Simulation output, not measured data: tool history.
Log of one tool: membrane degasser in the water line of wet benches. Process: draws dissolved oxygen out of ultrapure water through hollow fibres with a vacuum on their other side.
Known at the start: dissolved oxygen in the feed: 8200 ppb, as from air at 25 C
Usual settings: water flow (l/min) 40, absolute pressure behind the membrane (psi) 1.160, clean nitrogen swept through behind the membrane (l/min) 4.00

run     day  water flow (l/min)  absolute pressure behind the membrane (psi)  clean nitrogen swept through behind the membrane (l/min)  dissolved oxygen in the water behind the degasser (ppb)  pressure that the water loses in the fibres (psi)
  1   0.000                  40                                        1.160                                                      4.00                                                    114.8                                              6.409
  2   2.067                  40                                        1.160                                                      4.00                                                    113.2                                              6.358
  3   4.346                  40                                        1.160                                                      2.08                                                    204.8                                              6.406
  4   6.571                  40                                        1.160                                                      2.08                                                    203.2                                              6.401
  5   7.550                  40                                        1.160                                                      4.00                                                    113.8                                              6.372
  6   8.779                  40                                        1.281                                                      4.00                                                    133.5                                              6.380
  7  11.100                  40                                        1.281                                                      4.00                                                    133.1                                              6.402
  8  12.600                  40                                        1.894                                                      4.00                                                    228.6                                              6.327
  9  14.312                  40                                        1.894                                                      4.00                                                    229.9                                              6.322
 10  15.475                  35                                        1.894                                                      4.00                                                    201.4                                              5.491
 11  17.283                  40                                        1.585                                                      7.99                                                     95.0                                              6.311
 12  19.192                  31                                        2.672                                                      3.64                                                    300.5                                              4.883
 13  20.458                  45                                        2.099                                                      6.43                                                    191.4                                              7.091
 14  21.700                  45                                        2.099                                                      6.43                                                    190.0                                              7.129
 15  24.054                  27                                        2.492                                                      7.93                                                    116.0                                              4.253
 16  25.996                  27                                        2.492                                                      7.93                                                    115.7                                              4.239
 17  27.521                  28                                        1.342                                                      3.91                                                    103.1                                              4.380

Forecast each of these 5 alternatives for the next run:
  A  29.354                  24                                        1.342                                                     10.41                                                        ?                                                  ?
  B  29.354                  57                                        1.342                                                      3.91                                                        ?                                                  ?
  C  29.354                  46                                        2.164                                                      4.22                                                        ?                                                  ?
  D  29.354                  41                                        1.160                                                      4.00                                                        ?                                                  ?
  E  29.354                  32                                        1.082                                                      6.45                                                        ?                                                  ?

run  dissolved oxygen in the water behind the degasser (ppb)  pressure that the water loses in the fibres (psi)
  A                                                     34.7                                              3.751
  B                                                    213.5                                              8.878
  C                                                    298.2                                              7.200
  D                                                    116.8                                              6.422
  E                                                     51.6                                              4.986
Without the tool's hidden state the same runs would have given:
run  dissolved oxygen in the water behind the degasser (ppb)  pressure that the water loses in the fibres (psi)
  A                                                     34.7                                              3.841
  B                                                    213.5                                              9.090
  C                                                    298.1                                              7.371
  D                                                    116.7                                              6.575
  E                                                     51.6                                              5.105

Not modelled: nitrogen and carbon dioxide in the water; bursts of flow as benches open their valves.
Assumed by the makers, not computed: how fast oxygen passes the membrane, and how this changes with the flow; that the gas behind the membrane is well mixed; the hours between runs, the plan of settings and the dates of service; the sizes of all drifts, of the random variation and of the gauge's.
